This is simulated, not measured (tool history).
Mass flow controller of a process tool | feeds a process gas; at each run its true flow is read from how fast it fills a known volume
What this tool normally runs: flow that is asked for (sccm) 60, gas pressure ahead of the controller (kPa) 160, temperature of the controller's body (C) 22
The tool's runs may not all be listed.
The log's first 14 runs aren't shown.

| run | hour | flow that is asked for (sccm) | gas pressure ahead of the controller (kPa) | temperature of the controller's body (C) | true flow (%) |
|---|---|---|---|---|---|
| 15 | 3620.6 | 60 | 160 | 22 | 99.55 |
| 16 | 3967 | 60 | 160 | 22 | 99.66 |
| 17 | 4232.5 | 60 | 206 | 22 | 99.44 |
| 18 | 4495.7 | 60 | 237 | 32 | 98.28 |
| 19 | 4751.7 | 60 | 218 | 29 | 98.75 |
| 20 | 4931.6 | 60 | 160 | 38 | 98.12 |
| 21 | 5273.9 | 60 | 160 | 38 | 98.22 |
| 22 | 5638.3 | 73 | 193 | 29 | 98.82 |
| 23 | 5932 | 22 | 193 | 28 | 98.78 |
| 24 | 6295.1 | 72 | 151 | 32 | 98.85 |
| 25 | 6504.9 | 28 | 160 | 26 | 99.05 |
| 26 | 6806.4 | 96 | 206 | 22 | 99.62 |
| 27 | 7074.5 | 96 | 206 | 22 | 99.54 |
| 28 | 7440.2 | 65 | 212 | 20 | 99.61 |
| 29 | 7756.1 | 25 | 212 | 21 | 99.22 |
| 30 | 7928 | 25 | 212 | 21 | 99.22 |
|  | 8213.4 | controller's zero set anew |
| 31 | 8239.8 | 40 | 200 | 24 | 99.18 |
| 32 | 8605.5 | 40 | 200 | 24 | 99.09 |
| 33 | 8909.7 | 23 | 270 | 38 | 97.22 |

Forecast each of these 4 alternatives for the next run:
| A | 9126.6 | 23 | 202 | 38 | ? |
| B | 9126.6 | 23 | 270 | 23 | ? |
| C | 9126.6 | 86 | 148 | 38 | ? |
| D | 9126.6 | 133 | 270 | 25 | ? |

| run | true flow (%) |
|---|---|
| A | 97.63 |
| B | 98.83 |
| C | 98.42 |
| D | 99.1 |
With the hidden condition removed and each run's random variation left untouched, the same runs would have given:
| run | true flow (%) |
|---|---|
| A | 97.61 |
| B | 98.82 |
| C | 98.4 |
| D | 99.08 |

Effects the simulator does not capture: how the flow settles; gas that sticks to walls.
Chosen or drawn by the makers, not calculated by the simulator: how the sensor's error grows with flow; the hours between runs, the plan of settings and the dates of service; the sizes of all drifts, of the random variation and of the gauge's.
